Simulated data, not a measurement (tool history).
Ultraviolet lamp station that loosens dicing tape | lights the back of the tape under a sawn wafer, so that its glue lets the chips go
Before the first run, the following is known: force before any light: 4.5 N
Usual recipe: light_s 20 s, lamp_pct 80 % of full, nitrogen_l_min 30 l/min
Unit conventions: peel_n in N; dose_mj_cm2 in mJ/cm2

Run 1, hour 0: usual settings. Result: peel_n 0.386 N, dose_mj_cm2 472 mJ/cm2.
Run 2, hour 17.7: usual settings. Result: peel_n 0.402 N, dose_mj_cm2 469 mJ/cm2.
Run 3, hour 35.8: usual settings. Result: peel_n 0.402 N, dose_mj_cm2 467 mJ/cm2.
At hour 45.8: window cleaned of glue's vapour.
Run 4, hour 53.9: usual settings. Result: peel_n 0.37 N, dose_mj_cm2 496 mJ/cm2.
Run 5, hour 72.8: usual settings. Result: peel_n 0.383 N, dose_mj_cm2 498 mJ/cm2.
Run 6, hour 84.4: usual settings. Result: peel_n 0.371 N, dose_mj_cm2 487 mJ/cm2.
Run 7, hour 105.4: usual settings. Result: peel_n 0.368 N, dose_mj_cm2 492 mJ/cm2.
Run 8, hour 116.6: usual settings. Result: peel_n 0.381 N, dose_mj_cm2 491 mJ/cm2.
Run 9, hour 130.2: usual settings. Result: peel_n 0.366 N, dose_mj_cm2 489 mJ/cm2.
Run 10, hour 152.6: usual settings but lamp_pct 87 % of full. Result: peel_n 0.344 N, dose_mj_cm2 530 mJ/cm2.
Run 11, hour 172.9: usual settings but light_s 12 s. Result: peel_n 0.863 N, dose_mj_cm2 289 mJ/cm2.
Run 12, hour 187.5: usual settings but light_s 12 s. Result: peel_n 0.841 N, dose_mj_cm2 290 mJ/cm2.
Run 13, hour 199.8: usual settings. Result: peel_n 0.375 N, dose_mj_cm2 482 mJ/cm2.
Run 14, hour 212.8: usual settings. Result: peel_n 0.407 N, dose_mj_cm2 479 mJ/cm2.
Run 15, hour 232.7: usual settings. Result: peel_n 0.385 N, dose_mj_cm2 477 mJ/cm2.
Run 16, hour 243.7: usual settings but lamp_pct 73 % of full. Result: peel_n 0.476 N, dose_mj_cm2 435 mJ/cm2.
Run 17, hour 258: usual settings but light_s 29 s. Result: peel_n 0.241 N, dose_mj_cm2 683 mJ/cm2.
Run 18, hour 278.3: usual settings but light_s 33 s, lamp_pct 67 % of full. Result: peel_n 0.252 N, dose_mj_cm2 654 mJ/cm2.
Run 19, hour 289.1: usual settings but light_s 26 s, lamp_pct 100 % of full. Result: peel_n 0.213 N, dose_mj_cm2 764 mJ/cm2.
Run 20, hour 298.8: usual settings but light_s 26 s, lamp_pct 100 % of full. Result: peel_n 0.205 N, dose_mj_cm2 771 mJ/cm2.
Run 21, hour 316.5: usual settings but light_s 26 s, lamp_pct 100 % of full. Result: peel_n 0.227 N, dose_mj_cm2 766 mJ/cm2.
Run 22, hour 328.6: usual settings but light_s 34 s, lamp_pct 74 % of full, nitrogen_l_min 11 l/min. Result: peel_n 0.37 N, dose_mj_cm2 740 mJ/cm2.
Run 23, hour 344.4: usual settings but light_s 34 s, lamp_pct 74 % of full, nitrogen_l_min 11 l/min. Result: peel_n 0.377 N, dose_mj_cm2 735 mJ/cm2.
Run 24, hour 365.2: usual settings but lamp_pct 76 % of full, nitrogen_l_min 29 l/min. Result: peel_n 0.456 N, dose_mj_cm2 442 mJ/cm2.
Run 25, hour 380.6: usual settings but light_s 37 s, lamp_pct 60 % of full, nitrogen_l_min 39 l/min. Result: peel_n 0.239 N, dose_mj_cm2 645 mJ/cm2.
Run 26, hour 399.2: usual settings but lamp_pct 92 % of full, nitrogen_l_min 17 l/min. Result: peel_n 0.466 N, dose_mj_cm2 529 mJ/cm2.
Run 27, hour 414.5: usual settings but lamp_pct 92 % of full, nitrogen_l_min 17 l/min. Result: peel_n 0.464 N, dose_mj_cm2 526 mJ/cm2.
Run 28, hour 434: usual settings but light_s 12 s, lamp_pct 62 % of full, nitrogen_l_min 25 l/min. Result: peel_n 1.415 N, dose_mj_cm2 213 mJ/cm2.
Run 29, hour 444.5: usual settings but light_s 19 s, lamp_pct 67 % of full, nitrogen_l_min 22 l/min. Result: peel_n 0.723 N, dose_mj_cm2 355 mJ/cm2.
Run 30, hour 453.8: usual settings but light_s 19 s, lamp_pct 96 % of full, nitrogen_l_min 34 l/min. Result: peel_n 0.304 N, dose_mj_cm2 512 mJ/cm2.

Below are 4 alternative next runs, each starting from the tool's condition after run 30. Predict each:
Run A, hour 465.1: usual settings but light_s 24 s, lamp_pct 75 % of full, nitrogen_l_min 32 l/min. Result: peel_n ?, dose_mj_cm2 ?.
Run B, hour 465.1: usual settings but light_s 26 s, lamp_pct 81 % of full, nitrogen_l_min 35 l/min. Result: peel_n ?, dose_mj_cm2 ?.
Run C, hour 465.1: usual settings but light_s 19 s, lamp_pct 74 % of full, nitrogen_l_min 34 l/min. Result: peel_n ?, dose_mj_cm2 ?.
Run D, hour 465.1: usual settings but light_s 19 s, lamp_pct 88 % of full, nitrogen_l_min 10 l/min. Result: peel_n ?, dose_mj_cm2 ?.

run  peel_n  dose_mj_cm2
  A   0.341          508
  B    0.26          594
  C   0.486          397
  D   0.804          473
Had the tool no hidden state, the same runs would have come out as:
run  peel_n  dose_mj_cm2
  A   0.286          579
  B   0.228          676
  C   0.393          452
  D   0.659          538
